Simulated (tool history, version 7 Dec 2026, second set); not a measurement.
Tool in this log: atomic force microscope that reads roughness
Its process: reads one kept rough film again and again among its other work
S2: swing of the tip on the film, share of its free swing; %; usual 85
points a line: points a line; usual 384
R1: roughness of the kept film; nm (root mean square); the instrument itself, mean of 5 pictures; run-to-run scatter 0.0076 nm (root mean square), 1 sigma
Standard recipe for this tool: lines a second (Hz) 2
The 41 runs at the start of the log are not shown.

{"run": 42, "hour": 1040.1, "lines a second (Hz)": 1.62, "S2": 78, "points a line": 590, "R1": 1.692}
{"run": 43, "hour": 1069.6, "lines a second (Hz)": 1.62, "S2": 75, "points a line": 536, "R1": 1.68}
{"run": 44, "hour": 1098.9, "lines a second (Hz)": 1.62, "S2": 75, "points a line": 536, "R1": 1.622}
{"run": 45, "hour": 1131.5, "lines a second (Hz)": 1.62, "S2": 64, "points a line": 317, "R1": 1.656}
{"run": 46, "hour": 1155.2, "lines a second (Hz)": 2, "S2": 85, "points a line": 474, "R1": 1.384}
{"run": 47, "hour": 1174.5, "lines a second (Hz)": 2.64, "S2": 85, "points a line": 408, "R1": 1.277}
{"run": 48, "hour": 1203.2, "lines a second (Hz)": 2.64, "S2": 85, "points a line": 408, "R1": 1.245}
{"hour": 1215.6, "done": "new tip fitted"}
{"run": 49, "hour": 1231.4, "lines a second (Hz)": 2.03, "S2": 78, "points a line": 408, "R1": 1.703}
{"run": 50, "hour": 1262.7, "lines a second (Hz)": 2.01, "S2": 66, "points a line": 992, "R1": 1.818}
{"run": 51, "hour": 1282.1, "lines a second (Hz)": 2.01, "S2": 66, "points a line": 992, "R1": 1.782}
{"run": 52, "hour": 1303.1, "lines a second (Hz)": 1.88, "S2": 89, "points a line": 384, "R1": 1.441}

Forecast each of these 3 alternatives for the next run:
{"run": "A", "hour": 1339.0, "lines a second (Hz)": 1.34, "S2": 73, "points a line": 286, "R1": "?"}
{"run": "B", "hour": 1339.0, "lines a second (Hz)": 2.11, "S2": 77, "points a line": 335, "R1": "?"}
{"run": "C", "hour": 1339.0, "lines a second (Hz)": 3.9, "S2": 72, "points a line": 673, "R1": "?"}

run=A R1=1.638
run=B R1=1.528
run=C R1=1.452
With no hidden state in the tool, these same runs would have given:
run=A R1=1.837
run=B R1=1.713
run=C R1=1.628
